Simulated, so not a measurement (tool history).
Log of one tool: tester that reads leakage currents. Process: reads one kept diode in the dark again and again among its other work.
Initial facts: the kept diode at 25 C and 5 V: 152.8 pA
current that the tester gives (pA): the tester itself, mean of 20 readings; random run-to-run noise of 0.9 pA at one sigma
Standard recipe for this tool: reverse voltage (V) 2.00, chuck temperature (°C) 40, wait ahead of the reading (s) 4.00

run      day  reverse voltage (V)  chuck temperature (°C)  wait ahead of the reading (s)  current that the tester gives (pA)
  1    0.000                 2.00                      40                           4.00                              305.53
  2    5.471                13.21                      40                           4.00                              804.37
  3    9.138                13.21                      40                           4.00                              803.64
  4   12.854                13.21                      53                           4.00                             1985.10
  5   19.838                13.21                      53                           4.00                             1989.38
  6   25.704                10.21                      40                           4.00                              709.15
  7   30.054                 2.00                      40                           4.00                              308.23
  8   36.625                 2.00                      40                           4.00                              310.84
  9   43.567                 2.00                      40                           4.00                              312.14
 10   49.767                 2.00                      40                           4.00                              313.20
 11   53.729                 2.00                      40                           4.00                              313.30
 12   56.942                 2.00                      40                           4.00                              314.97
 13   61.179                 2.00                      40                           4.00                              314.71
 14   67.375                 2.00                      40                           4.00                              317.67
 15   74.167                 2.00                      40                           4.00                              317.14
 16   78.058                 2.00                      40                           4.00                              317.15
      82.438  -- tester calibrated
 17   84.492                 2.00                      40                           4.00                              312.85
 18   89.508                 2.00                      40                           4.00                              312.94
 19   92.733                 2.00                      40                           4.00                              313.91
 20   96.654                 2.00                      40                           4.00                              316.77
 21  102.538                11.36                      33                           4.00                              458.38
 22  105.896                 3.65                      46                           4.85                              652.71
 23  109.862                 2.00                      34                           0.54                              204.28
 24  114.717                 2.00                      47                           0.54                              520.63
     117.296  -- probe card cleaned and baked
 25  119.721                 2.00                      47                           0.54                              523.13
 26  125.133                 1.20                      22                           5.80                               61.65
 27  131.692                 8.16                      47                           0.80                             1077.19
 28  136.592                 1.56                      47                           1.18                              460.33
     140.346  -- chuck's temperature calibrated
 29  141.308                 1.56                      47                           1.18                              437.33
 30  144.550                 3.06                      47                           0.68                              619.51
 31  148.771                13.91                      48                           0.35                             1439.89
 32  151.767                 3.86                      33                           1.07                              252.30
 33  158.946                18.23                      58                           0.60                             3225.76
 34  165.254                18.23                      58                           0.60                             3247.80
 35  171.929                18.23                      21                           7.44                              223.30
 36  178.929                 3.06                      54                           0.31                             1012.63
 37  184.700                18.37                      20                           0.31                              215.28
 38  187.783                 6.05                      22                           1.01                              138.57
 39  192.433                 6.05                      22                           1.01                              138.70
 40  199.179                14.47                      24                           1.41                              256.26

4 options for the next run, each taken on its own from the tool as it stands now. Forecast them:
  A  203.725                14.47                      34                           0.96                                   ?
  B  203.725                 2.27                      43                           8.05                                   ?
  C  203.725                14.47                      30                           1.41                                   ?
  D  203.725                 2.18                      40                           4.00                                   ?

run  current that the tester gives (pA)
  A                              556.11
  B                              414.05
  C                              411.54
  D                              327.26
Had the tool no hidden state, the same runs would have come out as:
run  current that the tester gives (pA)
  A                              531.29
  B                              398.19
  C                              391.98
  D                              314.46
